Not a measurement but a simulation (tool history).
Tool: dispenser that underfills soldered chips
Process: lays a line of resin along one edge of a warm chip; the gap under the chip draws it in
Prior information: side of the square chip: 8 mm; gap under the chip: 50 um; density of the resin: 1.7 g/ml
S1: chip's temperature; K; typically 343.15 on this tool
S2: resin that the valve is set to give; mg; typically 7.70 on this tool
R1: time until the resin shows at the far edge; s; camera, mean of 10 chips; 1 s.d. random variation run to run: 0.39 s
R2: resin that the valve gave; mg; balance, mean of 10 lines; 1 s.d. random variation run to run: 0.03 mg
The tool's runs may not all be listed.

run,hour,S1,S2,R1,R2
1,0.0,343.15,7.70,28.6,7.19
2,2.8,343.15,7.70,34.1,7.21
# hour 4.5: new syringe of resin
3,6.1,343.15,7.70,28.0,7.20
4,9.5,343.15,7.70,32.4,7.13
# hour 11.8: new syringe of resin
5,12.8,343.15,7.26,27.0,6.76
# hour 17.4: dispensing valve cleaned and set on the balance
6,17.4,355.15,7.70,21.6,7.76
# hour 20.1: new syringe of resin
7,20.6,342.15,7.70,27.0,7.76
8,23.7,342.15,7.70,30.4,7.74
9,26.0,342.15,7.70,35.2,7.65
# hour 27.5: new syringe of resin
10,29.3,343.15,7.70,28.0,7.75
11,32.0,343.15,7.70,32.4,7.68
# hour 34.8: new syringe of resin
12,36.9,343.15,7.70,28.2,7.72
13,40.9,343.15,7.70,34.2,7.63
# hour 42.2: new syringe of resin
14,43.3,341.15,7.70,28.4,7.69
15,45.4,341.15,7.70,31.4,7.59
16,48.9,341.15,7.70,38.1,7.69
# hour 49.7: new syringe of resin
17,51.6,341.15,7.70,29.2,7.62
18,53.5,341.15,7.70,31.5,7.62
19,56.6,332.15,6.82,52.3,6.73
# hour 57.3: new syringe of resin
20,61.3,354.15,9.68,21.3,9.63
21,63.8,330.15,7.70,52.7,7.64
# hour 64.6: new syringe of resin
22,67.3,337.15,7.04,35.1,6.88
23,70.0,331.15,8.43,47.0,8.24
# hour 72.2: new syringe of resin
24,72.7,347.15,8.86,21.5,8.66
25,75.3,343.15,6.94,29.9,6.89
26,78.6,350.15,7.32,28.7,7.20
# hour 79.5: new syringe of resin
27,82.2,329.15,7.70,45.5,7.52
28,86.0,354.15,6.58,27.3,6.48
# hour 87.0: new syringe of resin
29,88.1,349.15,7.68,23.3,7.48
30,92.4,347.15,7.68,30.1,7.49
# hour 94.4: new syringe of resin
31,96.9,347.15,7.68,25.4,7.49
32,99.3,333.15,7.26,45.9,7.03
# hour 101.8: new syringe of resin
33,103.3,343.15,8.69,27.6,8.52
34,106.3,343.15,8.69,32.1,8.43
# hour 109.1: new syringe of resin
35,110.0,354.15,8.00,18.6,7.75
36,111.9,354.15,8.00,21.0,7.75

Here are 4 independent what-if runs from the current tool condition. What would each one return?
A,113.9,354.15,7.18,?,?
B,113.9,342.15,7.52,?,?
C,113.9,354.15,9.93,?,?
D,113.9,350.15,6.63,?,?

run,R1,R2
A,23.7,6.95
B,33.1,7.26
C,21.5,9.56
D,27.3,6.37
Without the tool's hidden state the same runs would have given:
run,R1,R2
A,18.7,7.20
B,26.1,7.52
C,17.1,9.91
D,21.3,6.61

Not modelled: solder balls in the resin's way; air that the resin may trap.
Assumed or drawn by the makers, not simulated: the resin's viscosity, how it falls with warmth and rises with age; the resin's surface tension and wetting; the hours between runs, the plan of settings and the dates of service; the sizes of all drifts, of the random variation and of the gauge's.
